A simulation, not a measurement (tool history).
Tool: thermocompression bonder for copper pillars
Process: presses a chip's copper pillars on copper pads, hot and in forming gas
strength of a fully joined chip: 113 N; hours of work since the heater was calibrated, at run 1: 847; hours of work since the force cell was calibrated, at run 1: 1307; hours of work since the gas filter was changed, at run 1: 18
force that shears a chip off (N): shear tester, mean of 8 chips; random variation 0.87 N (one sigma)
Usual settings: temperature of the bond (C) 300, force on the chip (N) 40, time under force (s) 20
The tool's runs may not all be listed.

| run | hour | temperature of the bond (C) | force on the chip (N) | time under force (s) | hours of work since the heater was calibrated | hours of work since the force cell was calibrated | hours of work since the gas filter was changed | force that shears a chip off (N) |
|---|---|---|---|---|---|---|---|---|
| 1 | 0.0 | 300 | 40 | 20 | 847 | 1307 | 18 | 63.7 |
|  | 30.3 | force cell calibrated |
| 2 | 33.4 | 300 | 40 | 20 | 872 | 3 | 43 | 62.3 |
|  | 71.0 | heater calibrated with a thermocouple chip |
| 3 | 75.5 | 300 | 40 | 20 | 4 | 34 | 75 | 71.0 |
| 4 | 120.5 | 300 | 40 | 20 | 39 | 70 | 110 | 70.4 |
|  | 131.6 | force cell calibrated, once more |
| 5 | 160.5 | 300 | 40 | 20 | 69 | 23 | 141 | 64.8 |
| 6 | 190.7 | 300 | 40 | 20 | 93 | 47 | 165 | 66.8 |
| 7 | 220.6 | 277 | 40 | 20 | 117 | 70 | 188 | 47.4 |
|  | 229.4 | forming gas filter changed |
| 8 | 250.8 | 277 | 40 | 20 | 140 | 94 | 17 | 51.1 |
| 9 | 289.6 | 277 | 40 | 20 | 171 | 124 | 48 | 50.2 |
| 10 | 313.0 | 277 | 40 | 20 | 189 | 143 | 66 | 49.5 |
| 11 | 358.3 | 277 | 40 | 20 | 225 | 179 | 102 | 47.8 |
| 12 | 412.3 | 304 | 40 | 20 | 268 | 221 | 144 | 66.6 |
| 13 | 440.5 | 300 | 40 | 20 | 290 | 243 | 167 | 63.2 |
|  | 475.2 | forming gas filter changed |
| 14 | 479.1 | 300 | 40 | 20 | 320 | 273 | 3 | 67.3 |
| 15 | 529.8 | 300 | 35 | 20 | 360 | 313 | 43 | 59.6 |
| 16 | 559.7 | 300 | 35 | 15 | 384 | 337 | 67 | 53.8 |
| 17 | 598.8 | 300 | 35 | 15 | 415 | 368 | 97 | 51.2 |
| 18 | 639.8 | 300 | 35 | 15 | 447 | 400 | 130 | 50.2 |
| 19 | 684.6 | 300 | 35 | 15 | 482 | 436 | 165 | 49.8 |
|  | 720.7 | forming gas filter changed |
| 20 | 720.7 | 300 | 35 | 15 | 510 | 464 | 0 | 53.7 |
| 21 | 755.6 | 300 | 35 | 15 | 538 | 491 | 28 | 52.2 |
| 22 | 799.8 | 326 | 57 | 52 | 573 | 526 | 62 | 107.3 |
| 23 | 825.8 | 324 | 24 | 26 | 593 | 547 | 83 | 61.2 |
| 24 | 848.9 | 324 | 24 | 26 | 612 | 565 | 101 | 60.2 |
| 25 | 897.7 | 277 | 40 | 20 | 650 | 603 | 140 | 43.3 |
| 26 | 947.0 | 277 | 40 | 20 | 689 | 642 | 179 | 42.2 |
|  | 968.4 | forming gas filter changed |
| 27 | 993.3 | 279 | 39 | 13 | 725 | 678 | 20 | 38.9 |
| 28 | 1037.5 | 302 | 40 | 46 | 760 | 713 | 55 | 80.0 |
| 29 | 1067.4 | 300 | 43 | 10 | 784 | 737 | 78 | 50.2 |
| 30 | 1099.9 | 300 | 43 | 10 | 809 | 763 | 104 | 49.3 |
| 31 | 1137.7 | 300 | 43 | 10 | 839 | 792 | 134 | 48.9 |
| 32 | 1188.3 | 310 | 40 | 34 | 879 | 832 | 174 | 75.0 |
|  | 1217.6 | heater calibrated with a thermocouple chip |
|  | 1218.1 | forming gas filter changed |
| 33 | 1220.6 | 287 | 30 | 12 | 2 | 856 | 2 | 41.6 |
| 34 | 1268.3 | 295 | 40 | 22 | 40 | 893 | 40 | 67.8 |
| 35 | 1306.4 | 315 | 50 | 20 | 70 | 924 | 70 | 89.9 |
| 36 | 1337.9 | 300 | 28 | 54 | 95 | 948 | 95 | 72.2 |
| 37 | 1360.6 | 304 | 29 | 13 | 112 | 966 | 112 | 48.7 |
| 38 | 1387.1 | 300 | 40 | 53 | 133 | 987 | 133 | 85.6 |

Forecast each of these 4 alternatives for the next run:
| A | 1428.4 | 300 | 33 | 20 | 166 | 1020 | 166 | ? |
| B | 1428.4 | 298 | 40 | 20 | 166 | 1020 | 166 | ? |
| C | 1428.4 | 300 | 40 | 18 | 166 | 1020 | 166 | ? |
| D | 1428.4 | 300 | 39 | 20 | 166 | 1020 | 166 | ? |

| run | force that shears a chip off (N) |
|---|---|
| A | 58.6 |
| B | 64.8 |
| C | 65.3 |
| D | 66.5 |
Without the tool's hidden state the same runs would have given:
| run | force that shears a chip off (N) |
|---|---|
| A | 63.0 |
| B | 69.6 |
| C | 70.2 |
| D | 71.5 |
